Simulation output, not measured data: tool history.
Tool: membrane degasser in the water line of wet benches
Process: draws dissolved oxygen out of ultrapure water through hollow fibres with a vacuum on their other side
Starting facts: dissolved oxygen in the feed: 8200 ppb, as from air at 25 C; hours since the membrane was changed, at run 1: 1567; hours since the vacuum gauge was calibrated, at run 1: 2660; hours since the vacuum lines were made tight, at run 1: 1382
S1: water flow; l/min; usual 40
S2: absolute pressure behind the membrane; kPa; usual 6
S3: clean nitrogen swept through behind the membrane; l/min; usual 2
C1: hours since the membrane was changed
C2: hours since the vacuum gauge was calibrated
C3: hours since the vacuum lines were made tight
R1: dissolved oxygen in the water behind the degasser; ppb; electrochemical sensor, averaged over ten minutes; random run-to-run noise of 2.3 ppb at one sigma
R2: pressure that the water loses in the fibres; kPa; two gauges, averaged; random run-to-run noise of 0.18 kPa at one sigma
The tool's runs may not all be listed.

run,day,S1,S2,S3,C1,C2,C3,R1,R2
1,0,40,6,2,1567,2660,1382,235.4,34.44
2,3.908,40,6,2,1661,2753,1475,237.2,34.68
3,5.971,40,6,2,1710,2803,1525,242.9,35.21
4,7.821,40,14.25,2,1755,2847,1569,570.2,34.86
5,9.638,42,6,2,1798,2891,1613,253.8,36.41
6,13.104,42,6,2,1882,2974,1696,250.9,36.57
7,15.371,40,6,2,1936,3029,1751,240.9,34.82
8,19.075,40,5.77,2,2025,3117,1839,227.8,35.09
9,21.479,40,5.77,2,2083,3175,1897,237.8,34.94
10,24.858,40,5.77,2,2164,3256,1978,234.9,35.05
11,28.708,40,4.37,2,2256,3349,2071,171.8,34.84
12,32.629,40,4.37,2,2350,3443,2165,173.2,35.14
# day 32.917: vacuum gauge calibrated
13,36.425,40,4.37,2,2441,84,2255,176.9,34.92
14,39.45,40,4.37,2,2513,157,2328,181.2,34.78
15,42.242,40,6,1.92,2580,224,2395,255.3,35.23
16,44.962,40,6,1.92,2646,289,2460,250.4,34.94
# day 46.908: vacuum gauge calibrated, once more
17,46.908,40,6,1.92,2692,0,2506,242.2,34.9
18,50.458,39,13.67,2.11,2777,85,2592,518.1,33.96
19,54.429,35,12.27,2.42,2873,181,2687,381.7,31.01
20,56.488,35,12.27,5.21,2922,230,2736,241.2,30.78
21,58.992,35,12.27,5.21,2982,290,2796,237.4,30.32
22,61.642,40,6,0.88,3046,354,2860,356.9,34.94
23,63.612,44,6,1.45,3093,401,2907,308.8,38.92
24,66.092,30,5.72,1.19,3152,460,2967,213.8,26.39
25,69.888,62,6.27,2,3243,551,3058,402.8,54.57
26,72.571,62,6.27,2,3308,616,3122,404.9,54.58
27,74.662,33,7.07,2,3358,666,3172,228.6,29.02
28,76.446,25,4.08,2,3401,709,3215,84.3,21.93
29,78.9,25,4.08,2,3460,768,3274,86.1,21.99
30,80.842,25,10.32,3.25,3506,814,3321,189.4,22.01
31,83.338,25,10.32,2.08,3566,874,3381,255.7,21.94
32,85.721,25,10.32,2.08,3623,931,3438,262.5,22.02
33,88.188,25,10.32,2.08,3683,991,3497,252.9,22.1

Predict each of these 3 candidate next runs independently; none follows another, all start after run 33:
A,91.875,33,8.05,4.96,3771,1079,3586,?,?
B,91.875,26,6,2,3771,1079,3586,?,?
C,91.875,25,13.39,2.08,3771,1079,3586,?,?

run,R1,R2
A,170.5,29.24
B,148,22.71
C,337.2,22.57
With no hidden state in the tool, these same runs would have given:
run,R1,R2
A,156.4,28.32
B,136.1,21.99
C,324.7,21.87
